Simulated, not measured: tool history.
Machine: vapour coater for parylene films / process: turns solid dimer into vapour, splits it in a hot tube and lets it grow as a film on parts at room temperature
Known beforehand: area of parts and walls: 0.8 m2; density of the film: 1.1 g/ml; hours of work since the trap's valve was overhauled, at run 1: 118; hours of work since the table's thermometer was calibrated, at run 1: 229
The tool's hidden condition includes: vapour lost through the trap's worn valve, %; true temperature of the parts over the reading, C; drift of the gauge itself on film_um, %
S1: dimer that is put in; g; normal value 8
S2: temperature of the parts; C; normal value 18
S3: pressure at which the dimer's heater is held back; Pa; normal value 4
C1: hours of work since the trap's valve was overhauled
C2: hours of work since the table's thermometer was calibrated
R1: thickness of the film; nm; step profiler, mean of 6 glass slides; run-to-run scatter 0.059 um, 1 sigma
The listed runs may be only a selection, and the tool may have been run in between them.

{"run": 1, "hour": 0.0, "S1": 8, "S2": 18, "S3": 4, "C1": 118, "C2": 229, "R1": 6780}
{"run": 2, "hour": 12.8, "S1": 8, "S2": 18, "S3": 4, "C1": 128, "C2": 240, "R1": 6860}
{"run": 3, "hour": 24.6, "S1": 6, "S2": 18, "S3": 4, "C1": 137, "C2": 249, "R1": 5030}
{"run": 4, "hour": 31.7, "S1": 3, "S2": 18, "S3": 4, "C1": 143, "C2": 255, "R1": 2520}
{"run": 5, "hour": 42.3, "S1": 8, "S2": 18, "S3": 8.51, "C1": 151, "C2": 263, "R1": 5590}
{"run": 6, "hour": 48.8, "S1": 8, "S2": 18, "S3": 4, "C1": 157, "C2": 268, "R1": 6620}
{"run": 7, "hour": 59.9, "S1": 8, "S2": 18, "S3": 4, "C1": 165, "C2": 277, "R1": 6590}
{"run": 8, "hour": 73.4, "S1": 8, "S2": 18, "S3": 4, "C1": 176, "C2": 288, "R1": 6660}
{"run": 9, "hour": 82.3, "S1": 8, "S2": 18, "S3": 4, "C1": 183, "C2": 295, "R1": 6600}
{"run": 10, "hour": 96.0, "S1": 8, "S2": 18, "S3": 4, "C1": 194, "C2": 306, "R1": 6630}
{"run": 11, "hour": 105.6, "S1": 8, "S2": 18, "S3": 4, "C1": 202, "C2": 314, "R1": 6490}
{"run": 12, "hour": 120.2, "S1": 8, "S2": 18, "S3": 4, "C1": 213, "C2": 325, "R1": 6640}
{"run": 13, "hour": 134.4, "S1": 12, "S2": 18, "S3": 4, "C1": 225, "C2": 337, "R1": 9910}
{"run": 14, "hour": 149.4, "S1": 12, "S2": 18, "S3": 4, "C1": 237, "C2": 348, "R1": 9880}
{"run": 15, "hour": 164.5, "S1": 12, "S2": 18, "S3": 4, "C1": 249, "C2": 361, "R1": 9680}
{"run": 16, "hour": 173.5, "S1": 12, "S2": 18, "S3": 4, "C1": 256, "C2": 368, "R1": 9680}
{"run": 17, "hour": 186.4, "S1": 12, "S2": 17, "S3": 4, "C1": 266, "C2": 378, "R1": 10120}
{"run": 18, "hour": 198.0, "S1": 8, "S2": 18, "S3": 2.33, "C1": 275, "C2": 387, "R1": 7480}
{"run": 19, "hour": 206.9, "S1": 8, "S2": 18, "S3": 2.33, "C1": 283, "C2": 394, "R1": 7490}
{"run": 20, "hour": 221.7, "S1": 8, "S2": 16, "S3": 4, "C1": 294, "C2": 406, "R1": 6830}
{"run": 21, "hour": 231.1, "S1": 8, "S2": 18, "S3": 6.19, "C1": 302, "C2": 414, "R1": 5800}
{"run": 22, "hour": 240.3, "S1": 8, "S2": 18, "S3": 4, "C1": 309, "C2": 421, "R1": 6520}
{"run": 23, "hour": 251.2, "S1": 8, "S2": 18, "S3": 4, "C1": 318, "C2": 430, "R1": 6410}
{"run": 24, "hour": 257.7, "S1": 8, "S2": 18, "S3": 4.83, "C1": 323, "C2": 435, "R1": 6100}
{"run": 25, "hour": 271.9, "S1": 8, "S2": 18, "S3": 4.83, "C1": 334, "C2": 446, "R1": 6180}
{"run": 26, "hour": 286.5, "S1": 8, "S2": 18, "S3": 4.83, "C1": 346, "C2": 458, "R1": 6090}
{"run": 27, "hour": 300.2, "S1": 14, "S2": 10, "S3": 3.51, "C1": 357, "C2": 469, "R1": 14030}
{"run": 28, "hour": 306.4, "S1": 8, "S2": 15, "S3": 10.76, "C1": 362, "C2": 474, "R1": 5390}
{"run": 29, "hour": 316.4, "S1": 5, "S2": 29, "S3": 5.63, "C1": 370, "C2": 481, "R1": 2840}
{"run": 30, "hour": 325.1, "S1": 5, "S2": 29, "S3": 5.63, "C1": 377, "C2": 488, "R1": 2720}
{"run": 31, "hour": 332.3, "S1": 6, "S2": 22, "S3": 5.63, "C1": 382, "C2": 494, "R1": 4010}
{"run": 32, "hour": 343.7, "S1": 6, "S2": 22, "S3": 5.63, "C1": 392, "C2": 503, "R1": 3970}
{"run": 33, "hour": 351.7, "S1": 6, "S2": 22, "S3": 5.63, "C1": 398, "C2": 510, "R1": 3900}
{"hour": 356.9, "done": "trap's valve overhauled"}
{"run": 34, "hour": 363.6, "S1": 6, "S2": 22, "S3": 5.63, "C1": 5, "C2": 516, "R1": 3930}
{"run": 35, "hour": 378.9, "S1": 6, "S2": 15, "S3": 3.36, "C1": 17, "C2": 528, "R1": 5280}
{"run": 36, "hour": 390.8, "S1": 4, "S2": 15, "S3": 2.05, "C1": 27, "C2": 538, "R1": 3980}
{"run": 37, "hour": 401.3, "S1": 4, "S2": 23, "S3": 10.01, "C1": 35, "C2": 546, "R1": 2210}
{"hour": 406.3, "done": "trap's valve overhauled, once more"}
{"run": 38, "hour": 419.4, "S1": 4, "S2": 23, "S3": 10.01, "C1": 10, "C2": 557, "R1": 2430}
{"run": 39, "hour": 427.3, "S1": 3, "S2": 14, "S3": 4, "C1": 17, "C2": 563, "R1": 2780}
{"run": 40, "hour": 434.8, "S1": 10, "S2": 27, "S3": 5.29, "C1": 23, "C2": 569, "R1": 6480}
{"run": 41, "hour": 445.0, "S1": 5, "S2": 27, "S3": 7.65, "C1": 31, "C2": 578, "R1": 2850}
{"run": 42, "hour": 458.9, "S1": 5, "S2": 27, "S3": 7.65, "C1": 42, "C2": 589, "R1": 2850}
{"run": 43, "hour": 469.1, "S1": 5, "S2": 27, "S3": 7.65, "C1": 50, "C2": 597, "R1": 2930}
{"run": 44, "hour": 476.9, "S1": 9, "S2": 21, "S3": 6.06, "C1": 56, "C2": 603, "R1": 6340}
{"run": 45, "hour": 488.4, "S1": 9, "S2": 21, "S3": 6.06, "C1": 65, "C2": 612, "R1": 6320}
{"run": 46, "hour": 500.9, "S1": 9, "S2": 21, "S3": 6.06, "C1": 75, "C2": 622, "R1": 6350}
{"run": 47, "hour": 509.4, "S1": 9, "S2": 21, "S3": 6.06, "C1": 82, "C2": 629, "R1": 6280}

4 ways to go on from here, each from the tool as it stands after run 47. What would each give?
{"run": "A", "hour": 516.9, "S1": 5, "S2": 17, "S3": 9.62, "C1": 88, "C2": 635, "R1": "?"}
{"run": "B", "hour": 516.9, "S1": 3, "S2": 18, "S3": 4, "C1": 88, "C2": 635, "R1": "?"}
{"run": "C", "hour": 516.9, "S1": 9, "S2": 17, "S3": 8.11, "C1": 88, "C2": 635, "R1": "?"}
{"run": "D", "hour": 516.9, "S1": 3, "S2": 17, "S3": 4.74, "C1": 88, "C2": 635, "R1": "?"}

run=A R1=3530
run=B R1=2550
run=C R1=6550
run=D R1=2510
What these runs would have given with no unlogged condition in the tool:
run=A R1=3620
run=B R1=2620
run=C R1=6730
run=D R1=2580

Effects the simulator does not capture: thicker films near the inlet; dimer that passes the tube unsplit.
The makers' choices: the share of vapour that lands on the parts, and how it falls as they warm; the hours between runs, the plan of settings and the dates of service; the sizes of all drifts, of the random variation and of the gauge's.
